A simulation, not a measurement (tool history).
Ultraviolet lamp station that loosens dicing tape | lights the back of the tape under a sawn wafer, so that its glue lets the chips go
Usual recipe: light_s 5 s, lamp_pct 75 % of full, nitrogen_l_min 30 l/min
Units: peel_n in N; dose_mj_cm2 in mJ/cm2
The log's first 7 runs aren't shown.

run	hour	light_s	lamp_pct	nitrogen_l_min	peel_n	dose_mj_cm2
8	58.4	5	75	32	0.451	496
9	64.2	5	75	32	0.453	490
10	70	5	75	30	0.473	485
11	79.2	5	75	30	0.462	484
12	84.6	5	75	30	0.472	494
13	90.1	5	75	30	0.482	491
14	98.3	5	63	30	0.588	408
15	105.7	5	75	30	0.498	480
16	114.4	5	75	30	0.481	487
17	123.6	5	75	30	0.469	481
18	134.7	5	75	30	0.482	483
19	139.6	6	75	18	0.469	568
20	148.7	6	75	18	0.47	568
21	157.9	5	94	30	0.368	593
# hour 159.1: window cleaned of glue's vapour
22	166.1	5	94	30	0.373	580
23	174.1	5	94	30	0.391	585
# hour 175.5: window cleaned of glue's vapour, once more
24	182.5	5	94	30	0.352	612
25	191.2	5	94	30	0.348	613
26	200.6	5	94	30	0.364	612
27	208	5	98	27	0.338	639
28	213.6	5	98	13	0.465	638
29	222.1	5	98	13	0.459	636
30	230.5	5	98	13	0.483	631
31	239.9	5	99	12	0.462	639

Each row is a separate what-if for the run after 31, all from the same tool condition, not one after another. Results?
A	248.6	5	85	30	?	?
B	248.6	5	62	20	?	?
C	248.6	5	99	29	?	?
D	248.6	7	78	13	?	?

run	peel_n	dose_mj_cm2
A	0.391	553
B	0.748	398
C	0.346	630
D	0.413	712
With no hidden state in the tool, these same runs would have given:
run	peel_n	dose_mj_cm2
A	0.357	592
B	0.682	426
C	0.32	676
D	0.378	762
